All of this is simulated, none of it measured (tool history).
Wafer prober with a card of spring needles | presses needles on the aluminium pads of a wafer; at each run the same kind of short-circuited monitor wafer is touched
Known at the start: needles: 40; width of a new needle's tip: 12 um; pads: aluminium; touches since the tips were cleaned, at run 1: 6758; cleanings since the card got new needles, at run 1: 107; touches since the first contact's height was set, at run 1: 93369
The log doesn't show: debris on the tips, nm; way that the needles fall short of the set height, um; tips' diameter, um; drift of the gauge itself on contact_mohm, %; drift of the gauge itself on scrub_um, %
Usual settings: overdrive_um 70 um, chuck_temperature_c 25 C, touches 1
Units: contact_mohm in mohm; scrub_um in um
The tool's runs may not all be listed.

run	hour	overdrive_um	chuck_temperature_c	touches	touches since the tips were cleaned	cleanings since the card got new needles	touches since the first contact's height was set	contact_mohm	scrub_um
1	0.0	70	25	1	6758	107	93369	225	14.27
# hour 3.8: tips cleaned on abrasive film
# hour 16.8: height of the first contact set anew
# hour 26.1: tips cleaned on abrasive film
2	42.4	70	25	1	7474	109	11698	245	14.53
# hour 47.1: tips cleaned on abrasive film
# hour 67.6: tips cleaned on abrasive film
3	86.0	70	25	1	8427	111	31580	245	14.44
# hour 90.2: tips cleaned on abrasive film
# hour 112.6: tips cleaned on abrasive film
# hour 133.2: tips cleaned on abrasive film
4	137.7	67	25	1	2077	114	55179	167	13.75
# hour 153.6: tips cleaned on abrasive film
# hour 176.2: tips cleaned on abrasive film
5	177.0	70	26	1	337	116	73084	132	14.35
# hour 184.6: tips cleaned on abrasive film, once more
# hour 206.2: tips cleaned on abrasive film
6	216.7	70	26	1	4816	118	91234	218	14.30
# hour 227.6: tips cleaned on abrasive film
# hour 237.1: height of the first contact set anew
# hour 248.0: tips cleaned on abrasive film
# hour 270.5: tips cleaned on abrasive film
7	282.4	70	26	1	5480	121	20703	230	14.51
# hour 291.7: tips cleaned on abrasive film
# hour 314.0: tips cleaned on abrasive film
# hour 334.6: tips cleaned on abrasive film
8	341.7	62	25	1	3248	124	47750	207	12.77
# hour 353.9: tips cleaned on abrasive film
# hour 374.4: tips cleaned on abrasive film
# hour 393.2: tips cleaned on abrasive film
9	399.8	62	25	1	3009	127	74251	231	12.70
# hour 413.9: tips cleaned on abrasive film
# hour 434.4: tips cleaned on abrasive film
# hour 453.7: tips cleaned on abrasive film
10	453.7	62	25	1	0	130	98843	123	12.64
# hour 457.5: height of the first contact set anew
# hour 474.6: tips cleaned on abrasive film
11	481.2	64	25	1	3013	131	10783	225	13.26
# hour 493.3: tips cleaned on abrasive film
# hour 514.4: tips cleaned on abrasive film
12	520.7	64	25	1	2883	133	28818	205	13.24
# hour 533.9: tips cleaned on abrasive film
# hour 553.6: tips cleaned on abrasive film
13	567.9	65	25	1	6587	135	50395	277	13.39
# hour 572.6: tips cleaned on abrasive film
# hour 592.5: tips cleaned on abrasive film
# hour 611.1: tips cleaned on abrasive film
14	621.5	65	25	1	4800	138	74839	246	13.33
# hour 630.9: tips cleaned on abrasive film
# hour 651.1: tips cleaned on abrasive film
# hour 672.6: tips cleaned on abrasive film
# hour 678.7: height of the first contact set anew
15	683.8	65	25	1	5018	141	2361	248	13.51
# hour 693.1: tips cleaned on abrasive film
# hour 714.6: tips cleaned on abrasive film
# hour 733.6: tips cleaned on abrasive film
16	735.9	65	32	1	1049	144	26125	167	13.42
# hour 756.6: tips cleaned on abrasive film
17	764.3	56	32	2	3538	145	39081	212	11.52
# hour 776.6: tips cleaned on abrasive film
# hour 796.4: tips cleaned on abrasive film
18	801.9	56	32	2	2523	147	56252	191	11.50
# hour 817.9: tips cleaned on abrasive film
# hour 839.5: tips cleaned on abrasive film
# hour 861.7: tips cleaned on abrasive film
19	867.6	56	32	2	2698	150	86206	195	11.42
# hour 880.8: tips cleaned on abrasive film
# hour 898.2: height of the first contact set anew
20	898.2	70	25	3	7835	151	0	168	14.54
# hour 901.0: tips cleaned on abrasive film
# hour 922.6: tips cleaned on abrasive film
# hour 943.9: tips cleaned on abrasive film
# hour 964.4: tips cleaned on abrasive film
21	964.4	76	77	1	0	155	30170	128	15.67
# hour 985.0: tips cleaned on abrasive film
# hour 1005.1: tips cleaned on abrasive film
22	1009.4	70	112	1	1997	157	50741	197	14.41
# hour 1026.3: tips cleaned on abrasive film
# hour 1048.3: tips cleaned on abrasive film
23	1050.5	54	26	3	992	159	69468	141	11.03
# hour 1069.5: tips cleaned on abrasive film
# hour 1089.1: tips cleaned on abrasive film
# hour 1109.2: tips cleaned on abrasive film
24	1113.6	54	26	3	1997	162	98271	166	10.96
# hour 1118.5: height of the first contact set anew
# hour 1130.6: tips cleaned on abrasive film
25	1144.8	60	31	1	6530	163	12048	314	12.43
# hour 1149.5: tips cleaned on abrasive film
# hour 1171.3: tips cleaned on abrasive film
# hour 1191.2: tips cleaned on abrasive film
26	1196.8	60	31	1	2587	166	35744	251	12.38
# hour 1212.7: tips cleaned on abrasive film
# hour 1231.9: tips cleaned on abrasive film
27	1247.6	70	94	1	7209	168	58935	262	14.37

Measured less the same run without the tool's hidden state. The same run-to-run variation is in both; the gauge's scatter may not be:
run	contact_mohm	scrub_um
1	+118	-0.25
2	+137	-0.02
3	+138	-0.07
4	+63	-0.13
5	+26	-0.19
6	+111	-0.23
7	+122	-0.03
8	+100	-0.11
9	+126	-0.18
10	+14	-0.25
11	+119	-0.02
12	+100	-0.07
13	+168	-0.12
14	+138	-0.19
15	+141	+0.00
16	+61	-0.08
17	+105	-0.11
18	+83	-0.14
19	+86	-0.20
20	+61	+0.00
21	+17	-0.09
22	+80	-0.12
23	+32	-0.17
24	+53	-0.24
25	+204	-0.02
26	+142	-0.08
27	+147	-0.13
